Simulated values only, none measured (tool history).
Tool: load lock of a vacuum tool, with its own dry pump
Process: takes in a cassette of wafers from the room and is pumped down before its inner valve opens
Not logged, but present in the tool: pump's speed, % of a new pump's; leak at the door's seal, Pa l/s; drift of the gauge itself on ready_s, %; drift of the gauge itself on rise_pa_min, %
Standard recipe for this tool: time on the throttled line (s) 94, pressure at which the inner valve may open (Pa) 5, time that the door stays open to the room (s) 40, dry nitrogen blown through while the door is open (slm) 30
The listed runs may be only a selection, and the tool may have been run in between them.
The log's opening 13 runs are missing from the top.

| run | day | time on the throttled line (s) | pressure at which the inner valve may open (Pa) | time that the door stays open to the room (s) | dry nitrogen blown through while the door is open (slm) | hours that the pump has run since its overhaul | times that the door has closed on its seal | incoming humidity of the room's air, % | time from the closed door until the inner valve may open (s) | rise of the pressure with all valves shut (Pa/min) |
|---|---|---|---|---|---|---|---|---|---|---|
| 14 | 43.933 | 94 | 5 | 111 | 30 | 10639 | 1838 | 43.5 | 161.1 | 0.039 |
| 15 | 47.921 | 94 | 5 | 40 | 13 | 10735 | 1940 | 40.7 | 161.3 | 0.034 |
| 16 | 51.604 | 94 | 5 | 40 | 30 | 10823 | 2034 | 43.8 | 160.9 | 0.031 |
| 17 | 54.146 | 94 | 5 | 40 | 30 | 10884 | 2099 | 44.5 | 161.2 | 0.029 |
| 18 | 58.296 | 94 | 5 | 40 | 30 | 10984 | 2206 | 41.3 | 161.5 | 0.029 |
|  | 60.812 | dry pump taken out, an overhauled one fitted |
| 19 | 61.938 | 94 | 5 | 40 | 30 | 27 | 2293 | 48.3 | 154.1 | 0.031 |
| 20 | 65.692 | 94 | 5 | 40 | 30 | 117 | 2389 | 45.5 | 154.2 | 0.033 |
| 21 | 67.908 | 94 | 5 | 40 | 30 | 170 | 2446 | 43.7 | 154.3 | 0.035 |
| 22 | 70.025 | 94 | 5 | 40 | 30 | 221 | 2500 | 43.7 | 154.3 | 0.028 |
| 23 | 74.642 | 138 | 7 | 199 | 17 | 332 | 2618 | 45.9 | 187.6 | 0.078 |
| 24 | 77.196 | 94 | 5 | 38 | 8 | 393 | 2684 | 44.5 | 154.7 | 0.043 |
| 25 | 81.733 | 94 | 5 | 115 | 8 | 502 | 2800 | 44.8 | 154.4 | 0.075 |
| 26 | 85.292 | 94 | 5 | 115 | 8 | 587 | 2891 | 43.9 | 154.5 | 0.076 |
| 27 | 88.021 | 94 | 5 | 115 | 8 | 653 | 2961 | 45.5 | 155 | 0.081 |
| 28 | 91.942 | 94 | 5 | 115 | 8 | 747 | 3062 | 42.4 | 155 | 0.076 |
| 29 | 96.429 | 123 | 5 | 115 | 8 | 855 | 3177 | 48.1 | 178.3 | 0.087 |
| 30 | 98.546 | 123 | 5 | 115 | 8 | 906 | 3231 | 46.6 | 178.1 | 0.087 |
| 31 | 102.85 | 59 | 5 | 90 | 30 | 1009 | 3341 | 45.1 | 125.9 | 0.054 |
| 32 | 106.917 | 59 | 5 | 90 | 30 | 1106 | 3446 | 46 | 126.4 | 0.052 |
| 33 | 108.846 | 88 | 6 | 40 | 30 | 1153 | 3495 | 47.2 | 148.5 | 0.046 |
| 34 | 111.175 | 188 | 9 | 40 | 24 | 1209 | 3555 | 43.6 | 228 | 0.054 |
| 35 | 114.721 | 88 | 9 | 39 | 37 | 1294 | 3646 | 46.7 | 144.8 | 0.04 |
| 36 | 117.092 | 70 | 6 | 31 | 9 | 1351 | 3706 | 42.4 | 133.9 | 0.049 |
| 37 | 121.246 | 85 | 7 | 40 | 5 | 1450 | 3813 | 41.5 | 145.3 | 0.061 |

Below are 4 alternative next runs, each starting from the tool's condition after run 37. Predict each:
| A | 125.721 | 81 | 7 | 40 | 5 | 1558 | 3928 | 43.3 | ? | ? |
| B | 125.721 | 57 | 5 | 81 | 30 | 1558 | 3928 | 45.4 | ? | ? |
| C | 125.721 | 94 | 7 | 27 | 15 | 1558 | 3928 | 48 | ? | ? |
| D | 125.721 | 94 | 7 | 40 | 30 | 1558 | 3928 | 47.3 | ? | ? |

| run | time from the closed door until the inner valve may open (s) | rise of the pressure with all valves shut (Pa/min) |
|---|---|---|
| A | 142.1 | 0.064 |
| B | 125.4 | 0.052 |
| C | 152.3 | 0.046 |
| D | 153.5 | 0.046 |
Stripped of hidden state, with their random variation kept, the same runs would have yielded:
| run | time from the closed door until the inner valve may open (s) | rise of the pressure with all valves shut (Pa/min) |
|---|---|---|
| A | 140.4 | 0.029 |
| B | 123.3 | 0.017 |
| C | 150.7 | 0.012 |
| D | 151.9 | 0.011 |

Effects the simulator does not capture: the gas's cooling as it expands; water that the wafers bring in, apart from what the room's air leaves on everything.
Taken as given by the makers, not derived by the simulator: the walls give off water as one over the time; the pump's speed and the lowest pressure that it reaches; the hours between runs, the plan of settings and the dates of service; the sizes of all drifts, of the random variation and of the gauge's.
